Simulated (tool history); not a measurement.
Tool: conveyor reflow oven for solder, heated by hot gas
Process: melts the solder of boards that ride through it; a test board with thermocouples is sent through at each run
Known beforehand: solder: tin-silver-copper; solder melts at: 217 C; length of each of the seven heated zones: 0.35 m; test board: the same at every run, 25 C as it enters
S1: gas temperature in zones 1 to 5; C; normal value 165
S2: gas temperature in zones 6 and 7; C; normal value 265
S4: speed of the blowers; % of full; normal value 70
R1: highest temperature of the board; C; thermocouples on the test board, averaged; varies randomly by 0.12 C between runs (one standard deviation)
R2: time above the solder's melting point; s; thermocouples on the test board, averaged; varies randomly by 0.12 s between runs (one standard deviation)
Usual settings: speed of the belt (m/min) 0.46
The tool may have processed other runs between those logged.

run 1 hour=0 | S1=165 S2=265 speed_of_the_belt_(m/min)=0.46 S4=70 | R1=252.2 R2=66.9
run 2 hour=20.4 | S1=165 S2=265 speed_of_the_belt_(m/min)=0.384 S4=70 | R1=256.3 R2=86.5
run 3 hour=47.3 | S1=165 S2=265 speed_of_the_belt_(m/min)=0.46 S4=70 | R1=252.3 R2=66.6
run 4 hour=58.5 | S1=165 S2=265 speed_of_the_belt_(m/min)=0.46 S4=70 | R1=251.9 R2=66.8
run 5 hour=85.1 | S1=160 S2=265 speed_of_the_belt_(m/min)=0.46 S4=70 | R1=251.1 R2=64.1
run 6 hour=110.6 | S1=160 S2=265 speed_of_the_belt_(m/min)=0.46 S4=70 | R1=250.7 R2=64.1
run 7 hour=136.5 | S1=173 S2=265 speed_of_the_belt_(m/min)=0.46 S4=70 | R1=252.8 R2=70.6
run 8 hour=153.7 | S1=173 S2=265 speed_of_the_belt_(m/min)=0.46 S4=70 | R1=252.7 R2=70.3
run 9 hour=169.2 | S1=165 S2=265 speed_of_the_belt_(m/min)=0.46 S4=70 | R1=251.4 R2=66.3
run 10 hour=180.8 | S1=165 S2=265 speed_of_the_belt_(m/min)=0.46 S4=70 | R1=251.6 R2=66.2
run 11 hour=201.1 | S1=165 S2=276 speed_of_the_belt_(m/min)=0.46 S4=70 | R1=261.5 R2=73.4
run 12 hour=213.7 | S1=165 S2=276 speed_of_the_belt_(m/min)=0.46 S4=70 | R1=261.6 R2=73.7
-- hour=223 flux residue cleaned out of gas plates and filters
run 13 hour=236.9 | S1=165 S2=265 speed_of_the_belt_(m/min)=0.46 S4=70 | R1=250.7 R2=65.4
run 14 hour=254.2 | S1=178 S2=275 speed_of_the_belt_(m/min)=0.46 S4=67 | R1=261.1 R2=77.9
run 15 hour=267.7 | S1=165 S2=265 speed_of_the_belt_(m/min)=0.474 S4=53 | R1=247 R2=58.6
run 16 hour=278.8 | S1=165 S2=274 speed_of_the_belt_(m/min)=0.46 S4=58 | R1=256.8 R2=69.7
run 17 hour=301.6 | S1=165 S2=274 speed_of_the_belt_(m/min)=0.46 S4=58 | R1=256.8 R2=69.6
run 18 hour=325.1 | S1=162 S2=267 speed_of_the_belt_(m/min)=0.46 S4=70 | R1=251.8 R2=65.2
run 19 hour=336.5 | S1=165 S2=260 speed_of_the_belt_(m/min)=0.45 S4=60 | R1=244.9 R2=61.1
run 20 hour=360.9 | S1=165 S2=272 speed_of_the_belt_(m/min)=0.428 S4=54 | R1=256.4 R2=75.2
run 21 hour=377.8 | S1=168 S2=265 speed_of_the_belt_(m/min)=0.46 S4=70 | R1=250.5 R2=66.3
-- hour=389 flux residue cleaned out of gas plates and filters, once more
run 22 hour=404.8 | S1=168 S2=265 speed_of_the_belt_(m/min)=0.46 S4=70 | R1=252.4 R2=69
run 23 hour=422 | S1=168 S2=265 speed_of_the_belt_(m/min)=0.46 S4=70 | R1=252.1 R2=68.8
run 24 hour=447.4 | S1=168 S2=265 speed_of_the_belt_(m/min)=0.46 S4=70 | R1=252.1 R2=68.6
run 25 hour=468.9 | S1=165 S2=270 speed_of_the_belt_(m/min)=0.45 S4=77 | R1=257.8 R2=73.7

Difference, measured minus no-hidden-state, one row per run. Run-to-run variation is common to both terms; the gauge's own scatter need not be:
Unlogged tool condition in this case: heat that the gas passes to the board, % of a clean oven's; belt's true speed, % of the reading; true gas temperature in zones 6 and 7 over the reading, C; drift of the gauge itself on peak_c, C; drift of the gauge itself on liquid_s, %.
run=1 R1=-1.6 R2=-1.2
run=2 R1=-1.6 R2=-1.1
run=3 R1=-1.8 R2=-1.4
run=4 R1=-1.9 R2=-1.4
run=5 R1=-2 R2=-1.6
run=6 R1=-2.1 R2=-1.7
run=7 R1=-2.1 R2=-1.5
run=8 R1=-2.2 R2=-1.5
run=9 R1=-2.3 R2=-1.8
run=10 R1=-2.3 R2=-1.8
run=11 R1=-2.6 R2=-1.3
run=12 R1=-2.6 R2=-1.3
run=13 R1=-3.1 R2=-2.7
run=14 R1=-3.1 R2=-1.6
run=15 R1=-3.2 R2=-3.1
run=16 R1=-3.3 R2=-2.2
run=17 R1=-3.5 R2=-2.3
run=18 R1=-3.6 R2=-3.1
run=19 R1=-3.4 R2=-3.6
run=20 R1=-3.5 R2=-2.5
run=21 R1=-3.7 R2=-3.1
run=22 R1=-1.8 R2=-0.7
run=23 R1=-1.9 R2=-0.8
run=24 R1=-2 R2=-0.9
run=25 R1=-2.1 R2=-0.7

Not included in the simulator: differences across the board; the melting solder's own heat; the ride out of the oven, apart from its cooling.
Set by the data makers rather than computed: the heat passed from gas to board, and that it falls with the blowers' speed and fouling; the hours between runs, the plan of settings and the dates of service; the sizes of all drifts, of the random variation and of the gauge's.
